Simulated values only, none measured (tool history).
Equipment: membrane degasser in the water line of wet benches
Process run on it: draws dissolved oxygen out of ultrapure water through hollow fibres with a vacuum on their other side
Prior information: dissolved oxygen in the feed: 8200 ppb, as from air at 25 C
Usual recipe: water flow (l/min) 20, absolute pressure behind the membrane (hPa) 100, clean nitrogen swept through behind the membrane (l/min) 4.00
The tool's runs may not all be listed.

run,day,water flow (l/min),absolute pressure behind the membrane (hPa),clean nitrogen swept through behind the membrane (l/min),dissolved oxygen in the water behind the degasser (ppb),pressure that the water loses in the fibres (hPa)
1,0.000,20,100,4.00,85.6,254.2
2,4.358,20,100,4.00,85.0,256.1
3,11.325,20,100,4.00,84.9,254.7
4,17.167,20,100,4.00,85.2,252.8
5,24.746,20,84,4.00,66.6,256.2
6,28.200,20,84,4.00,65.4,252.9
7,34.504,20,84,4.00,66.4,254.0
8,38.433,15,100,4.00,62.5,189.9
9,42.108,20,100,4.34,79.9,252.9
10,46.767,20,100,4.00,85.7,252.6
11,52.317,20,100,4.00,85.5,254.1
12,55.971,20,100,4.00,85.4,254.0
13,60.975,20,100,4.00,85.2,252.0
14,66.438,20,100,4.00,84.8,252.8
15,72.354,20,100,4.00,85.6,254.5
16,77.138,16,100,4.00,67.9,201.1
17,81.958,16,203,11.13,62.6,201.5
18,89.212,16,203,11.13,62.1,202.4
19,94.567,14,126,2.43,130.2,175.9
20,98.671,14,126,2.43,130.6,177.0
21,104.996,14,126,2.43,130.0,178.8
22,110.083,20,132,2.39,200.4,252.6
23,117.350,13,100,4.00,54.7,163.8
24,122.088,20,90,2.80,102.6,254.2
25,126.071,20,90,2.80,101.2,253.5
26,129.583,25,95,3.01,130.7,315.2
27,135.512,25,95,3.01,132.4,315.0
28,143.279,25,95,3.01,131.3,317.6
29,150.983,25,107,5.96,83.7,316.3
30,154.962,16,164,3.10,164.4,201.2
31,158.325,27,65,4.00,63.7,341.4
32,164.188,27,65,4.00,64.0,343.1

Here are 3 independent what-if runs from the current tool condition. What would each one return?
A,168.542,13,74,4.00,?,?
B,168.542,20,139,4.00,?,?
C,168.542,26,146,3.89,?,?

run,dissolved oxygen in the water behind the degasser (ppb),pressure that the water loses in the fibres (hPa)
A,34.5,162.5
B,132.0,254.6
C,189.3,329.4
With the hidden condition removed and each run's random variation left untouched, the same runs would have given:
run,dissolved oxygen in the water behind the degasser (ppb),pressure that the water loses in the fibres (hPa)
A,34.5,162.4
B,131.9,254.3
C,189.1,329.0
